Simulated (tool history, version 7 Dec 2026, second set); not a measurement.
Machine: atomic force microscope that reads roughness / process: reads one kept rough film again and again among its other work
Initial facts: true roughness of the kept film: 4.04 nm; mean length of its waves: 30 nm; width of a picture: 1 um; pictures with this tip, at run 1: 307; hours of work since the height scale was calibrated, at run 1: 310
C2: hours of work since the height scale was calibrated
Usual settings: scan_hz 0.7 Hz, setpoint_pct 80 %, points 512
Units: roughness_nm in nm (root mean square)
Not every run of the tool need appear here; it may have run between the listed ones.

Run 1, day 0: usual settings; pictures with this tip 307; C2 310. Result: roughness_nm 2.37 nm (root mean square).
At day 0.921: new tip fitted.
Run 2, day 2.246: usual settings but scan_hz 0.723 Hz; pictures with this tip 36; C2 351. Result: roughness_nm 3.269 nm (root mean square).
Run 3, day 4.338: usual settings but scan_hz 0.723 Hz; pictures with this tip 93; C2 389. Result: roughness_nm 3.043 nm (root mean square).
Run 4, day 6.688: usual settings; pictures with this tip 158; C2 431. Result: roughness_nm 2.883 nm (root mean square).
Run 5, day 9.108: usual settings but scan_hz 1.245 Hz; pictures with this tip 224; C2 475. Result: roughness_nm 2.595 nm (root mean square).
Run 6, day 11.158: usual settings; pictures with this tip 280; C2 512. Result: roughness_nm 2.568 nm (root mean square).
At day 12.983: new tip fitted.
Run 7, day 13.604: usual settings but points 818; pictures with this tip 17; C2 556. Result: roughness_nm 3.332 nm (root mean square).
Run 8, day 15.021: usual settings but points 311; pictures with this tip 56; C2 582. Result: roughness_nm 3.175 nm (root mean square).
Run 9, day 16.204: usual settings but points 282; pictures with this tip 88; C2 603. Result: roughness_nm 3.07 nm (root mean square).
Run 10, day 17.354: usual settings but points 282; pictures with this tip 119; C2 624. Result: roughness_nm 2.959 nm (root mean square).
Run 11, day 19.575: usual settings but setpoint_pct 84 %, points 282; pictures with this tip 180; C2 664. Result: roughness_nm 2.753 nm (root mean square).
Run 12, day 21.9: usual settings but setpoint_pct 84 %, points 282; pictures with this tip 244; C2 706. Result: roughness_nm 2.599 nm (root mean square).
Run 13, day 23.421: usual settings; pictures with this tip 285; C2 734. Result: roughness_nm 2.542 nm (root mean square).
At day 25.129: new tip fitted.
Run 14, day 25.129: usual settings; pictures with this tip 0; C2 765. Result: roughness_nm 3.422 nm (root mean square).
At day 25.362: height scale calibrated on a step standard.
Run 15, day 26.929: usual settings but scan_hz 3.41 Hz; pictures with this tip 48; C2 28. Result: roughness_nm 2.694 nm (root mean square).
Run 16, day 27.946: usual settings but scan_hz 3.41 Hz; pictures with this tip 76; C2 47. Result: roughness_nm 2.605 nm (root mean square).
Run 17, day 29.938: usual settings but scan_hz 3.41 Hz, setpoint_pct 66 %; pictures with this tip 130; C2 83. Result: roughness_nm 2.777 nm (root mean square).
Run 18, day 31.342: usual settings; pictures with this tip 169; C2 108. Result: roughness_nm 2.801 nm (root mean square).
Run 19, day 33.538: usual settings; pictures with this tip 229; C2 148. Result: roughness_nm 2.652 nm (root mean square).
Run 20, day 35.946: usual settings but setpoint_pct 63 %; pictures with this tip 295; C2 192. Result: roughness_nm 2.597 nm (root mean square).
Run 21, day 37.075: usual settings but setpoint_pct 63 %; pictures with this tip 325; C2 212. Result: roughness_nm 2.538 nm (root mean square).
At day 37.258: new tip fitted.
Run 22, day 38.596: usual settings but setpoint_pct 85 %, points 513; pictures with this tip 36; C2 239. Result: roughness_nm 3.244 nm (root mean square).
At day 39.558: height scale calibrated on a step standard, once more.
Run 23, day 39.896: usual settings but scan_hz 2.084 Hz, setpoint_pct 66 %, points 536; pictures with this tip 71; C2 6. Result: roughness_nm 3.067 nm (root mean square).
Run 24, day 41.679: usual settings but scan_hz 1.448 Hz, setpoint_pct 82 %, points 536; pictures with this tip 119; C2 38. Result: roughness_nm 2.784 nm (root mean square).
Run 25, day 43.292: usual settings but scan_hz 1.448 Hz, setpoint_pct 82 %, points 536; pictures with this tip 163; C2 68. Result: roughness_nm 2.67 nm (root mean square).
Run 26, day 44.438: usual settings but scan_hz 0.665 Hz, setpoint_pct 61 %, points 260; pictures with this tip 195; C2 88. Result: roughness_nm 2.811 nm (root mean square).
Run 27, day 45.988: usual settings but scan_hz 0.665 Hz, setpoint_pct 61 %, points 260; pictures with this tip 237; C2 116. Result: roughness_nm 2.714 nm (root mean square).
Run 28, day 47.546: usual settings but scan_hz 0.665 Hz, setpoint_pct 61 %, points 260; pictures with this tip 280; C2 145. Result: roughness_nm 2.594 nm (root mean square).
Run 29, day 48.921: usual settings but scan_hz 1.164 Hz, setpoint_pct 69 %; pictures with this tip 317; C2 170. Result: roughness_nm 2.476 nm (root mean square).
At day 49.404: new tip fitted.
Run 30, day 50.579: usual settings but scan_hz 1.164 Hz, setpoint_pct 75 %, points 981; pictures with this tip 32; C2 199. Result: roughness_nm 3.224 nm (root mean square).
Run 31, day 52.362: usual settings but setpoint_pct 61 %; pictures with this tip 81; C2 232. Result: roughness_nm 3.221 nm (root mean square).
Run 32, day 54.046: usual settings but scan_hz 3.649 Hz, points 542; pictures with this tip 127; C2 262. Result: roughness_nm 2.455 nm (root mean square).
Run 33, day 55.792: usual settings but scan_hz 3.649 Hz, points 542; pictures with this tip 174; C2 294. Result: roughness_nm 2.337 nm (root mean square).
Run 34, day 57.254: usual settings but scan_hz 3.649 Hz, points 542; pictures with this tip 214; C2 320. Result: roughness_nm 2.227 nm (root mean square).
Run 35, day 59.483: usual settings but scan_hz 3.649 Hz, points 542; pictures with this tip 275; C2 361. Result: roughness_nm 2.098 nm (root mean square).
At day 61.496: new tip fitted.
Run 36, day 61.783: usual settings but scan_hz 3.649 Hz, points 542; pictures with this tip 8; C2 402. Result: roughness_nm 2.772 nm (root mean square).
Run 37, day 64.004: usual settings but scan_hz 3.649 Hz, points 542; pictures with this tip 68; C2 442. Result: roughness_nm 2.595 nm (root mean square).
Run 38, day 66.212: usual settings but scan_hz 3.649 Hz, points 542; pictures with this tip 129; C2 482. Result: roughness_nm 2.422 nm (root mean square).
Run 39, day 68.117: usual settings but scan_hz 0.763 Hz, setpoint_pct 72 %, points 344; pictures with this tip 181; C2 517. Result: roughness_nm 2.828 nm (root mean square).
Run 40, day 70.079: usual settings but scan_hz 0.763 Hz, setpoint_pct 72 %, points 344; pictures with this tip 234; C2 552. Result: roughness_nm 2.717 nm (root mean square).
Run 41, day 71.238: usual settings but scan_hz 1.838 Hz, setpoint_pct 61 %, points 774; pictures with this tip 266; C2 573. Result: roughness_nm 2.605 nm (root mean square).
Run 42, day 73.342: usual settings but scan_hz 1.838 Hz, setpoint_pct 70 %, points 774; pictures with this tip 323; C2 611. Result: roughness_nm 2.383 nm (root mean square).

Difference, measured minus no-hidden-state, one row per run. Run-to-run variation is common to both terms; the gauge's own scatter need not be:
The tool's hidden condition here consists of: radius of the tip, nm; height scale over the true one, %; drift of the gauge itself on roughness_nm, %.
run  roughness_nm
  1        -1.044
  2        -0.141
  3        -0.327
  4        -0.521
  5        -0.683
  6        -0.844
  7        -0.061
  8        -0.191
  9        -0.317
 10         -0.41
 11        -0.579
 12        -0.743
 13        -0.851
 14         +0.02
 15         -0.15
 16        -0.236
 17        -0.437
 18        -0.577
 19        -0.739
 20        -0.922
 21        -0.986
 22        -0.099
 23        -0.283
 24        -0.407
 25        -0.528
 26        -0.658
 27        -0.768
 28        -0.868
 29        -0.929
 30        -0.118
 31        -0.302
 32        -0.361
 33        -0.477
 34        -0.566
 35        -0.691
 36        -0.021
 37        -0.206
 38        -0.369
 39        -0.587
 40         -0.75
 41        -0.824
 42        -0.912
